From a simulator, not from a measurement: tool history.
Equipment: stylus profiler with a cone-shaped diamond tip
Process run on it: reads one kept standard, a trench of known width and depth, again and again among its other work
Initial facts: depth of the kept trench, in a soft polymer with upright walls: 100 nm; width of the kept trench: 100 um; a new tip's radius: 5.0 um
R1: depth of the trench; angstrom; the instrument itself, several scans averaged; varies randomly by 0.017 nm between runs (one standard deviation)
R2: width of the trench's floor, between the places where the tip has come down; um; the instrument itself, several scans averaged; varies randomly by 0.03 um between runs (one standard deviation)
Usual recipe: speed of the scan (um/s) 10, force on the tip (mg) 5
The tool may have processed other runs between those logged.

run 1 hour=0 | speed_of_the_scan_(um/s)=10 force_on_the_tip_(mg)=5 | R1=1022.9 R2=97.25
run 2 hour=57 | speed_of_the_scan_(um/s)=2 force_on_the_tip_(mg)=5 | R1=1022.9 R2=97.32
run 3 hour=105.7 | speed_of_the_scan_(um/s)=2 force_on_the_tip_(mg)=5 | R1=1023.3 R2=97.33
run 4 hour=157.4 | speed_of_the_scan_(um/s)=2 force_on_the_tip_(mg)=5 | R1=1023 R2=97.3
run 5 hour=239.5 | speed_of_the_scan_(um/s)=24 force_on_the_tip_(mg)=5 | R1=1023.4 R2=97.16
-- hour=279.8 new tip fitted, height scale calibrated
run 6 hour=304.3 | speed_of_the_scan_(um/s)=10 force_on_the_tip_(mg)=5.57 | R1=1023.4 R2=97.94
run 7 hour=374.9 | speed_of_the_scan_(um/s)=25 force_on_the_tip_(mg)=5 | R1=1022.1 R2=97.91
run 8 hour=437.9 | speed_of_the_scan_(um/s)=10 force_on_the_tip_(mg)=3.94 | R1=1019.2 R2=97.85
run 9 hour=477.7 | speed_of_the_scan_(um/s)=2 force_on_the_tip_(mg)=5 | R1=1022.6 R2=97.94
run 10 hour=571.9 | speed_of_the_scan_(um/s)=10 force_on_the_tip_(mg)=5 | R1=1022.5 R2=97.81
run 11 hour=623.5 | speed_of_the_scan_(um/s)=10 force_on_the_tip_(mg)=5 | R1=1022.4 R2=97.81
run 12 hour=667.4 | speed_of_the_scan_(um/s)=10 force_on_the_tip_(mg)=5 | R1=1022.7 R2=97.77
run 13 hour=707.1 | speed_of_the_scan_(um/s)=12 force_on_the_tip_(mg)=14.4 | R1=1045.4 R2=97.8
run 14 hour=771.1 | speed_of_the_scan_(um/s)=8 force_on_the_tip_(mg)=3.06 | R1=1016.7 R2=97.75
run 15 hour=863.1 | speed_of_the_scan_(um/s)=8 force_on_the_tip_(mg)=3.06 | R1=1016.9 R2=97.72
run 16 hour=946.2 | speed_of_the_scan_(um/s)=8 force_on_the_tip_(mg)=3.06 | R1=1017 R2=97.68
run 17 hour=987.1 | speed_of_the_scan_(um/s)=4 force_on_the_tip_(mg)=1.85 | R1=1012.2 R2=97.69
-- hour=996.4 height scale calibrated on a step standard
run 18 hour=1027.4 | speed_of_the_scan_(um/s)=4 force_on_the_tip_(mg)=1.85 | R1=1013.2 R2=97.7
run 19 hour=1077.8 | speed_of_the_scan_(um/s)=4 force_on_the_tip_(mg)=1.85 | R1=1013.1 R2=97.71
run 20 hour=1154.8 | speed_of_the_scan_(um/s)=5 force_on_the_tip_(mg)=4.39 | R1=1022.3 R2=97.6
run 21 hour=1238 | speed_of_the_scan_(um/s)=14 force_on_the_tip_(mg)=2.33 | R1=1015.5 R2=97.47
run 22 hour=1333.1 | speed_of_the_scan_(um/s)=23 force_on_the_tip_(mg)=6.55 | R1=1029.1 R2=97.51
run 23 hour=1392.6 | speed_of_the_scan_(um/s)=3 force_on_the_tip_(mg)=5 | R1=1024.9 R2=97.52
-- hour=1419.7 height scale calibrated on a step standard, once more
run 24 hour=1440.5 | speed_of_the_scan_(um/s)=3 force_on_the_tip_(mg)=5 | R1=1022.5 R2=97.52

Selected run-to-run steps in R1, each split into two signed amounts: the part the tool would show with no hidden state at all (from settings, incoming material and random variation), and the remainder, which goes to the hidden state together with any gauge scatter not common to the measured and the hidden-state-free results:
Hidden state at play: radius of the tip, um; height scale over the true one, %; drift of the gauge itself on depth_nm, %; drift of the gauge itself on floor_um, %.
Run 5 -> 6: speed of the scan (um/s) 24 -> 10, force on the tip (mg) 5 -> 5.57, new tip fitted, height scale calibrated. R1 +0 angstrom: hidden state -1.5, all else +1.5.
Run 12 -> 13: speed of the scan (um/s) 10 -> 12, force on the tip (mg) 5 -> 14.4. R1 +22.7 angstrom: hidden state +0.1, all else +22.6.
Run 13 -> 14: speed of the scan (um/s) 12 -> 8, force on the tip (mg) 14.4 -> 3.06. R1 -28.7 angstrom: hidden state +0.1, all else -28.8.
Run 23 -> 24: height scale calibrated on a step standard, once more. R1 -2.4 angstrom: hidden state -2.2, all else -0.2.
